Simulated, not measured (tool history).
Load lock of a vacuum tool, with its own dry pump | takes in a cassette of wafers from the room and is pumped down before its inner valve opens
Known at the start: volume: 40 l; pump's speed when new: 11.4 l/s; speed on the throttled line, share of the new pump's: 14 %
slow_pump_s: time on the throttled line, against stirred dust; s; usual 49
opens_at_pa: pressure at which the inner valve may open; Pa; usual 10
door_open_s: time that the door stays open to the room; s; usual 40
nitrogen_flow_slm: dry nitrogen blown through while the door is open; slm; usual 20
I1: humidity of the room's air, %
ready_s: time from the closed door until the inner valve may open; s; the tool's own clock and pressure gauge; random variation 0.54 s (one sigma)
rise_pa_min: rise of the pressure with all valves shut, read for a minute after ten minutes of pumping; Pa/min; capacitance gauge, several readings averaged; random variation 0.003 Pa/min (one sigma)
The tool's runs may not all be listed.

run 1 hour=0.0 | slow_pump_s=49 opens_at_pa=10 door_open_s=40 nitrogen_flow_slm=20 | I1=45.1 | ready_s=75.3 rise_pa_min=0.112
run 2 hour=256.2 | slow_pump_s=85 opens_at_pa=10 door_open_s=40 nitrogen_flow_slm=20 | I1=43.5 | ready_s=105.5 rise_pa_min=0.116
run 3 hour=714.1 | slow_pump_s=49 opens_at_pa=10 door_open_s=40 nitrogen_flow_slm=20 | I1=44.4 | ready_s=75.2 rise_pa_min=0.129
run 4 hour=1150.0 | slow_pump_s=49 opens_at_pa=10 door_open_s=40 nitrogen_flow_slm=20 | I1=49.6 | ready_s=74.9 rise_pa_min=0.153
run 5 hour=1672.6 | slow_pump_s=49 opens_at_pa=10 door_open_s=40 nitrogen_flow_slm=20 | I1=42.1 | ready_s=75.0 rise_pa_min=0.158
run 6 hour=2016.7 | slow_pump_s=49 opens_at_pa=10 door_open_s=40 nitrogen_flow_slm=20 | I1=46.3 | ready_s=75.0 rise_pa_min=0.181
run 7 hour=2290.4 | slow_pump_s=55 opens_at_pa=10 door_open_s=40 nitrogen_flow_slm=20 | I1=45.4 | ready_s=80.1 rise_pa_min=0.194
run 8 hour=2816.0 | slow_pump_s=55 opens_at_pa=10 door_open_s=40 nitrogen_flow_slm=20 | I1=45.0 | ready_s=81.0 rise_pa_min=0.215
run 9 hour=3270.5 | slow_pump_s=55 opens_at_pa=10 door_open_s=40 nitrogen_flow_slm=5 | I1=43.7 | ready_s=81.2 rise_pa_min=0.244
run 10 hour=3877.5 | slow_pump_s=55 opens_at_pa=10 door_open_s=40 nitrogen_flow_slm=5 | I1=43.0 | ready_s=80.8 rise_pa_min=0.276
run 11 hour=4477.7 | slow_pump_s=55 opens_at_pa=10 door_open_s=40 nitrogen_flow_slm=5 | I1=45.1 | ready_s=79.5 rise_pa_min=0.310
run 12 hour=4757.0 | slow_pump_s=55 opens_at_pa=10 door_open_s=40 nitrogen_flow_slm=5 | I1=42.9 | ready_s=81.2 rise_pa_min=0.330
run 13 hour=5282.2 | slow_pump_s=39 opens_at_pa=10 door_open_s=40 nitrogen_flow_slm=20 | I1=44.4 | ready_s=68.1 rise_pa_min=0.347
run 14 hour=5605.0 | slow_pump_s=39 opens_at_pa=10 door_open_s=40 nitrogen_flow_slm=20 | I1=46.7 | ready_s=67.7 rise_pa_min=0.372
run 15 hour=6168.0 | slow_pump_s=47 opens_at_pa=10 door_open_s=48 nitrogen_flow_slm=20 | I1=45.0 | ready_s=74.9 rise_pa_min=0.418
-- hour=6214.4 door's seal changed, seat wiped
run 16 hour=6424.2 | slow_pump_s=59 opens_at_pa=10 door_open_s=48 nitrogen_flow_slm=20 | I1=42.3 | ready_s=84.2 rise_pa_min=0.054
run 17 hour=6675.6 | slow_pump_s=59 opens_at_pa=18 door_open_s=48 nitrogen_flow_slm=25 | I1=43.3 | ready_s=81.3 rise_pa_min=0.046
run 18 hour=7017.6 | slow_pump_s=59 opens_at_pa=18 door_open_s=48 nitrogen_flow_slm=25 | I1=49.2 | ready_s=81.2 rise_pa_min=0.064
run 19 hour=7548.6 | slow_pump_s=59 opens_at_pa=18 door_open_s=48 nitrogen_flow_slm=25 | I1=46.3 | ready_s=83.7 rise_pa_min=0.071
run 20 hour=8149.3 | slow_pump_s=49 opens_at_pa=18 door_open_s=69 nitrogen_flow_slm=40 | I1=48.1 | ready_s=74.4 rise_pa_min=0.082
run 21 hour=8607.4 | slow_pump_s=49 opens_at_pa=20 door_open_s=69 nitrogen_flow_slm=10 | I1=41.2 | ready_s=74.0 rise_pa_min=0.113
run 22 hour=8937.1 | slow_pump_s=49 opens_at_pa=20 door_open_s=69 nitrogen_flow_slm=18 | I1=44.0 | ready_s=73.5 rise_pa_min=0.119
run 23 hour=9263.5 | slow_pump_s=49 opens_at_pa=10 door_open_s=36 nitrogen_flow_slm=20 | I1=47.3 | ready_s=77.2 rise_pa_min=0.111
run 24 hour=9730.4 | slow_pump_s=49 opens_at_pa=10 door_open_s=36 nitrogen_flow_slm=20 | I1=46.9 | ready_s=76.7 rise_pa_min=0.121
run 25 hour=10240.5 | slow_pump_s=27 opens_at_pa=10 door_open_s=90 nitrogen_flow_slm=4 | I1=49.3 | ready_s=58.7 rise_pa_min=0.208
run 26 hour=10741.1 | slow_pump_s=62 opens_at_pa=9 door_open_s=198 nitrogen_flow_slm=5 | I1=43.7 | ready_s=88.9 rise_pa_min=0.259
run 27 hour=11053.4 | slow_pump_s=49 opens_at_pa=16 door_open_s=194 nitrogen_flow_slm=20 | I1=45.5 | ready_s=76.3 rise_pa_min=0.237
run 28 hour=11452.1 | slow_pump_s=49 opens_at_pa=16 door_open_s=194 nitrogen_flow_slm=20 | I1=41.2 | ready_s=76.4 rise_pa_min=0.251

Forecast each of these 4 alternatives for the next run:
run A hour=11799.2 | slow_pump_s=49 opens_at_pa=16 door_open_s=194 nitrogen_flow_slm=5 | I1=45.4 | ready_s=? rise_pa_min=?
run B hour=11799.2 | slow_pump_s=49 opens_at_pa=11 door_open_s=194 nitrogen_flow_slm=20 | I1=45.1 | ready_s=? rise_pa_min=?
run C hour=11799.2 | slow_pump_s=49 opens_at_pa=14 door_open_s=194 nitrogen_flow_slm=20 | I1=45.7 | ready_s=? rise_pa_min=?
run D hour=11799.2 | slow_pump_s=49 opens_at_pa=7 door_open_s=194 nitrogen_flow_slm=20 | I1=44.4 | ready_s=? rise_pa_min=?

run=A ready_s=76.2 rise_pa_min=0.315
run=B ready_s=77.7 rise_pa_min=0.273
run=C ready_s=76.2 rise_pa_min=0.272
run=D ready_s=79.5 rise_pa_min=0.281
Without the tool's hidden state the same runs would have given:
run=A ready_s=73.3 rise_pa_min=0.144
run=B ready_s=74.6 rise_pa_min=0.103
run=C ready_s=73.2 rise_pa_min=0.104
run=D ready_s=76.2 rise_pa_min=0.110
